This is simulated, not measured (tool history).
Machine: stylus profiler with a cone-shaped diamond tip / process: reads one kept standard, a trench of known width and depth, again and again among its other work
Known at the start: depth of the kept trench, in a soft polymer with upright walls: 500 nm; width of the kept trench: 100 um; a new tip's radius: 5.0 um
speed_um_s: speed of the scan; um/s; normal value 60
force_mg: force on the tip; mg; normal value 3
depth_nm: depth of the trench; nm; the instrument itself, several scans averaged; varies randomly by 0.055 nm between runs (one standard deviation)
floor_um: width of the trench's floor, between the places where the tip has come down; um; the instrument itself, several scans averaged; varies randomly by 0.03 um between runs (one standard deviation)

run 1 hour=0 | speed_um_s=60 force_mg=3 | depth_nm=507.61 floor_um=94.39
run 2 hour=59.6 | speed_um_s=60 force_mg=4 | depth_nm=509.33 floor_um=94.39
run 3 hour=129.7 | speed_um_s=16 force_mg=3 | depth_nm=507.76 floor_um=94.42
run 4 hour=185.5 | speed_um_s=127 force_mg=3 | depth_nm=507.79 floor_um=94.13
run 5 hour=247.8 | speed_um_s=127 force_mg=3 | depth_nm=507.77 floor_um=94.1
run 6 hour=327.5 | speed_um_s=60 force_mg=2.52 | depth_nm=506.89 floor_um=94.17
run 7 hour=401.1 | speed_um_s=60 force_mg=2.52 | depth_nm=506.96 floor_um=94.11
run 8 hour=467.6 | speed_um_s=60 force_mg=2.52 | depth_nm=506.96 floor_um=94.07
run 9 hour=501.6 | speed_um_s=60 force_mg=3 | depth_nm=507.89 floor_um=94.08
run 10 hour=548.3 | speed_um_s=60 force_mg=3 | depth_nm=507.89 floor_um=93.97
run 11 hour=623.9 | speed_um_s=60 force_mg=3 | depth_nm=507.93 floor_um=94.01
run 12 hour=688.4 | speed_um_s=60 force_mg=3 | depth_nm=507.91 floor_um=93.99
run 13 hour=754.9 | speed_um_s=60 force_mg=3 | depth_nm=507.96 floor_um=93.94
run 14 hour=800.7 | speed_um_s=60 force_mg=3 | depth_nm=508.09 floor_um=93.86
run 15 hour=861.1 | speed_um_s=60 force_mg=3 | depth_nm=507.93 floor_um=93.88
run 16 hour=932.7 | speed_um_s=60 force_mg=3 | depth_nm=508.32 floor_um=93.86
run 17 hour=1000.6 | speed_um_s=60 force_mg=3 | depth_nm=508.19 floor_um=93.82
run 18 hour=1048.2 | speed_um_s=92 force_mg=3 | depth_nm=508.35 floor_um=93.7
run 19 hour=1127.8 | speed_um_s=60 force_mg=3 | depth_nm=507.73 floor_um=93.74
run 20 hour=1180 | speed_um_s=60 force_mg=3 | depth_nm=507.79 floor_um=93.74
run 21 hour=1221.8 | speed_um_s=60 force_mg=3 | depth_nm=507.79 floor_um=93.7
run 22 hour=1271.5 | speed_um_s=60 force_mg=7.44 | depth_nm=514.29 floor_um=93.71
run 23 hour=1327.2 | speed_um_s=58 force_mg=2.93 | depth_nm=507.79 floor_um=93.65
run 24 hour=1365.3 | speed_um_s=86 force_mg=1.4 | depth_nm=504.88 floor_um=93.52
run 25 hour=1438.9 | speed_um_s=86 force_mg=1.4 | depth_nm=504.83 floor_um=93.46
run 26 hour=1499.4 | speed_um_s=86 force_mg=1.4 | depth_nm=504.86 floor_um=93.37
run 27 hour=1556.9 | speed_um_s=94 force_mg=7.42 | depth_nm=514.3 floor_um=93.44
run 28 hour=1626 | speed_um_s=71 force_mg=1.06 | depth_nm=504.14 floor_um=93.43
run 29 hour=1683.3 | speed_um_s=71 force_mg=1.06 | depth_nm=504.15 floor_um=93.31
run 30 hour=1718.6 | speed_um_s=30 force_mg=3 | depth_nm=508.02 floor_um=93.48
run 31 hour=1787.1 | speed_um_s=60 force_mg=1.2 | depth_nm=504.38 floor_um=93.37
run 32 hour=1835.4 | speed_um_s=41 force_mg=1.4 | depth_nm=505.05 floor_um=93.3
run 33 hour=1884.3 | speed_um_s=65 force_mg=5.21 | depth_nm=511.6 floor_um=93.34
run 34 hour=1921.4 | speed_um_s=81 force_mg=3.18 | depth_nm=508.38 floor_um=93.24
run 35 hour=1999.6 | speed_um_s=81 force_mg=3.18 | depth_nm=508.48 floor_um=93.25
run 36 hour=2069.4 | speed_um_s=81 force_mg=3.18 | depth_nm=508.5 floor_um=93.17
run 37 hour=2119.9 | speed_um_s=148 force_mg=1.77 | depth_nm=505.98 floor_um=92.97
run 38 hour=2165.1 | speed_um_s=177 force_mg=2.44 | depth_nm=507.19 floor_um=92.99
run 39 hour=2201.6 | speed_um_s=22 force_mg=2.3 | depth_nm=506.94 floor_um=93.2
run 40 hour=2283.9 | speed_um_s=22 force_mg=2.3 | depth_nm=507.07 floor_um=93.2
run 41 hour=2355 | speed_um_s=15 force_mg=1.11 | depth_nm=503.78 floor_um=93.15
run 42 hour=2429.5 | speed_um_s=48 force_mg=2.47 | depth_nm=506.53 floor_um=95.51
run 43 hour=2468.1 | speed_um_s=29 force_mg=3 | depth_nm=507.41 floor_um=95.55
run 44 hour=2537.8 | speed_um_s=174 force_mg=3.18 | depth_nm=507.9 floor_um=95.24

Missing from the log above: 4 entries noted between runs. For each, name the pair of listed runs it sits between and say how the tool's hidden condition differs from the listed run just before to the listed run just after:
After run 15, before run 16: height scale calibrated on a step standard (hour 865.4)
  radius of the tip, um: 9.29 -> 9.42; height scale over the true one, %: 0.071 -> 0.11
  the result without the hidden state subtracted from the measured one, depth_nm: +0.36 -> +0.56 nm; floor_um: -1.65 -> -1.7 um
After run 18, before run 19: height scale calibrated on a step standard, once more (hour 1093.9)
  radius of the tip, um: 9.62 -> 9.76; height scale over the true one, %: 0.119 -> 0.021
  the result without the hidden state subtracted from the measured one, depth_nm: +0.61 -> +0.11 nm; floor_um: -1.76 -> -1.81 um
After run 40, before run 41: height scale calibrated on a step standard (hour 2335.8)
  radius of the tip, um: 11.78 -> 11.89; height scale over the true one, %: 0.118 -> -0.042
  the result without the hidden state subtracted from the measured one, depth_nm: +0.59 -> -0.21 nm; floor_um: -2.44 -> -2.46 um
After run 41, before run 42: new tip fitted, height scale calibrated (hour 2385.3)
  radius of the tip, um: 11.89 -> 5.13; height scale over the true one, %: -0.042 -> -0.041
  the result without the hidden state subtracted from the measured one, depth_nm: -0.21 -> -0.2 nm; floor_um: -2.46 -> -0.06 um
